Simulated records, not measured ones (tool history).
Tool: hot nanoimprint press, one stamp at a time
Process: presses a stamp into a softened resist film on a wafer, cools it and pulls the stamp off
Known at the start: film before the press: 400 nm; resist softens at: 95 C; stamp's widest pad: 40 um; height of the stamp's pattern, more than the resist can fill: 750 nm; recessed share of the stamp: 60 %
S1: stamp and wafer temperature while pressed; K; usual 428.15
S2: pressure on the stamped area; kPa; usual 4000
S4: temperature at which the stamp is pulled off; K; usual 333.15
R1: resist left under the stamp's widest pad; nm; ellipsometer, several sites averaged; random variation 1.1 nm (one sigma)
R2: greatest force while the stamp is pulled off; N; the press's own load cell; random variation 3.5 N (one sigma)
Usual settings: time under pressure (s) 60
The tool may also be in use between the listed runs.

{"run": 1, "hour": 0.0, "S1": 428.15, "S2": 4000, "time under pressure (s)": 60, "S4": 333.15, "R1": 171.5, "R2": 208}
{"run": 2, "hour": 13.5, "S1": 428.15, "S2": 4000, "time under pressure (s)": 60, "S4": 333.15, "R1": 173.7, "R2": 214}
{"run": 3, "hour": 20.4, "S1": 428.15, "S2": 4000, "time under pressure (s)": 60, "S4": 333.15, "R1": 171.7, "R2": 212}
{"run": 4, "hour": 29.1, "S1": 428.15, "S2": 4000, "time under pressure (s)": 60, "S4": 333.15, "R1": 174.1, "R2": 217}
{"run": 5, "hour": 39.5, "S1": 439.15, "S2": 4000, "time under pressure (s)": 60, "S4": 333.15, "R1": 110.3, "R2": 218}
{"run": 6, "hour": 48.1, "S1": 439.15, "S2": 4000, "time under pressure (s)": 60, "S4": 333.15, "R1": 110.3, "R2": 225}
{"run": 7, "hour": 54.3, "S1": 439.15, "S2": 4000, "time under pressure (s)": 60, "S4": 333.15, "R1": 108.1, "R2": 218}
{"run": 8, "hour": 66.2, "S1": 428.15, "S2": 5910, "time under pressure (s)": 60, "S4": 333.15, "R1": 142.0, "R2": 228}
{"run": 9, "hour": 71.9, "S1": 428.15, "S2": 5910, "time under pressure (s)": 60, "S4": 333.15, "R1": 144.6, "R2": 225}
{"run": 10, "hour": 84.4, "S1": 428.15, "S2": 5910, "time under pressure (s)": 60, "S4": 333.15, "R1": 143.5, "R2": 219}
{"run": 11, "hour": 95.5, "S1": 428.15, "S2": 5910, "time under pressure (s)": 60, "S4": 333.15, "R1": 143.0, "R2": 223}
{"run": 12, "hour": 107.8, "S1": 428.15, "S2": 4000, "time under pressure (s)": 60, "S4": 333.15, "R1": 173.0, "R2": 233}
{"run": 13, "hour": 121.8, "S1": 428.15, "S2": 4000, "time under pressure (s)": 35, "S4": 333.15, "R1": 214.1, "R2": 227}
{"run": 14, "hour": 133.1, "S1": 428.15, "S2": 4000, "time under pressure (s)": 35, "S4": 332.15, "R1": 212.5, "R2": 235}
{"run": 15, "hour": 144.2, "S1": 426.15, "S2": 4000, "time under pressure (s)": 53, "S4": 332.15, "R1": 201.4, "R2": 238}
{"run": 16, "hour": 151.1, "S1": 426.15, "S2": 4400, "time under pressure (s)": 78, "S4": 335.15, "R1": 167.0, "R2": 229}
{"run": 17, "hour": 157.3, "S1": 428.15, "S2": 4000, "time under pressure (s)": 45, "S4": 322.15, "R1": 195.0, "R2": 249}
{"run": 18, "hour": 164.5, "S1": 430.15, "S2": 3670, "time under pressure (s)": 107, "S4": 320.15, "R1": 133.3, "R2": 264}
{"run": 19, "hour": 171.5, "S1": 423.15, "S2": 6270, "time under pressure (s)": 69, "S4": 333.15, "R1": 170.1, "R2": 237}
{"run": 20, "hour": 184.1, "S1": 435.15, "S2": 3810, "time under pressure (s)": 36, "S4": 324.15, "R1": 163.2, "R2": 261}
{"run": 21, "hour": 193.4, "S1": 435.15, "S2": 3810, "time under pressure (s)": 36, "S4": 324.15, "R1": 166.1, "R2": 264}
{"run": 22, "hour": 206.8, "S1": 437.15, "S2": 4000, "time under pressure (s)": 60, "S4": 340.15, "R1": 121.2, "R2": 222}
{"run": 23, "hour": 219.4, "S1": 433.15, "S2": 5090, "time under pressure (s)": 113, "S4": 334.15, "R1": 97.7, "R2": 245}

Forecast each of these 5 alternatives for the next run:
{"hour": 226.4, "done": "stamp cleaned and given a new release coat"}
{"run": "A", "hour": 235.6, "S1": 433.15, "S2": 5090, "time under pressure (s)": 45, "S4": 330.15, "R1": "?", "R2": "?"}
{"hour": 226.4, "done": "stamp cleaned and given a new release coat"}
{"run": "B", "hour": 235.6, "S1": 428.15, "S2": 4010, "time under pressure (s)": 36, "S4": 330.15, "R1": "?", "R2": "?"}
{"hour": 226.4, "done": "stamp cleaned and given a new release coat"}
{"run": "C", "hour": 235.6, "S1": 433.15, "S2": 5240, "time under pressure (s)": 113, "S4": 334.15, "R1": "?", "R2": "?"}
{"hour": 226.4, "done": "stamp cleaned and given a new release coat"}
{"run": "D", "hour": 235.6, "S1": 427.15, "S2": 4000, "time under pressure (s)": 45, "S4": 333.15, "R1": "?", "R2": "?"}
{"hour": 226.4, "done": "stamp cleaned and given a new release coat"}
{"run": "E", "hour": 235.6, "S1": 430.15, "S2": 4460, "time under pressure (s)": 111, "S4": 334.15, "R1": "?", "R2": "?"}

run=A R1=141.6 R2=178
run=B R1=211.3 R2=177
run=C R1=96.8 R2=174
run=D R1=204.8 R2=170
run=E R1=120.2 R2=169
Without the tool's hidden state the same runs would have given:
run=A R1=132.4 R2=175
run=B R1=199.0 R2=174
run=C R1=90.1 R2=171
run=D R1=192.5 R2=167
run=E R1=112.0 R2=166
